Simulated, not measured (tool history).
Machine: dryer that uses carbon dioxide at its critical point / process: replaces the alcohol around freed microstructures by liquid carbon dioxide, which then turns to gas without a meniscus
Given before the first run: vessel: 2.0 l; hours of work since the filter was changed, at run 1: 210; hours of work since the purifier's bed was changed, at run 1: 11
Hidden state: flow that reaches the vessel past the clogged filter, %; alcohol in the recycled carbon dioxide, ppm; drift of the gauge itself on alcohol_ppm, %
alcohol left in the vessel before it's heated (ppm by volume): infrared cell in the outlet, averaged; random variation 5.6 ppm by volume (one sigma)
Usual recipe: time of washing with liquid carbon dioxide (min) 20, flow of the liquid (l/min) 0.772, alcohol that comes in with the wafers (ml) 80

| run | hour | time of washing with liquid carbon dioxide (min) | flow of the liquid (l/min) | alcohol that comes in with the wafers (ml) | hours of work since the filter was changed | hours of work since the purifier's bed was changed | alcohol left in the vessel before it's heated (ppm by volume) |
|---|---|---|---|---|---|---|---|
| 1 | 0.0 | 20 | 0.772 | 80 | 210 | 11 | 282 |
| 2 | 18.0 | 20 | 0.772 | 80 | 216 | 18 | 280 |
| 3 | 28.6 | 20 | 0.772 | 80 | 220 | 22 | 279 |
|  | 40.3 | inlet filter changed |
| 4 | 41.4 | 20 | 0.772 | 80 | 0 | 26 | 185 |
| 5 | 53.8 | 20 | 0.772 | 80 | 5 | 30 | 174 |
| 6 | 69.1 | 20 | 0.772 | 80 | 10 | 36 | 183 |
| 7 | 86.0 | 20 | 0.772 | 80 | 16 | 42 | 187 |
| 8 | 98.0 | 20 | 0.967 | 80 | 21 | 46 | 51 |
| 9 | 117.1 | 23 | 0.772 | 80 | 28 | 53 | 86 |
| 10 | 134.9 | 15 | 0.586 | 80 | 34 | 59 | 1908 |
| 11 | 150.3 | 15 | 1.076 | 96 | 39 | 65 | 183 |
| 12 | 159.3 | 23 | 1.076 | 98 | 43 | 68 | 23 |
| 13 | 174.3 | 16 | 1.076 | 98 | 48 | 73 | 132 |
| 14 | 188.6 | 20 | 0.736 | 105 | 53 | 79 | 356 |
| 15 | 209.3 | 20 | 0.772 | 26 | 61 | 86 | 87 |
| 16 | 226.9 | 28 | 1.206 | 80 | 67 | 92 | 29 |
| 17 | 242.6 | 28 | 1.206 | 80 | 73 | 98 | 22 |

Below are 4 alternative next runs, each starting from the tool's condition after run 17. Predict each:
| A | 258.1 | 28 | 0.954 | 63 | 78 | 104 | ? |
| B | 258.1 | 20 | 0.464 | 69 | 78 | 104 | ? |
| C | 258.1 | 28 | 0.911 | 80 | 78 | 104 | ? |
| D | 258.1 | 20 | 1.092 | 83 | 78 | 104 | ? |

| run | alcohol left in the vessel before it's heated (ppm by volume) |
|---|---|
| A | 30 |
| B | 1537 |
| C | 27 |
| D | 45 |
With no hidden state in the tool, these same runs would have given:
| run | alcohol left in the vessel before it's heated (ppm by volume) |
|---|---|
| A | 11 |
| B | 1375 |
| C | 6 |
| D | 20 |

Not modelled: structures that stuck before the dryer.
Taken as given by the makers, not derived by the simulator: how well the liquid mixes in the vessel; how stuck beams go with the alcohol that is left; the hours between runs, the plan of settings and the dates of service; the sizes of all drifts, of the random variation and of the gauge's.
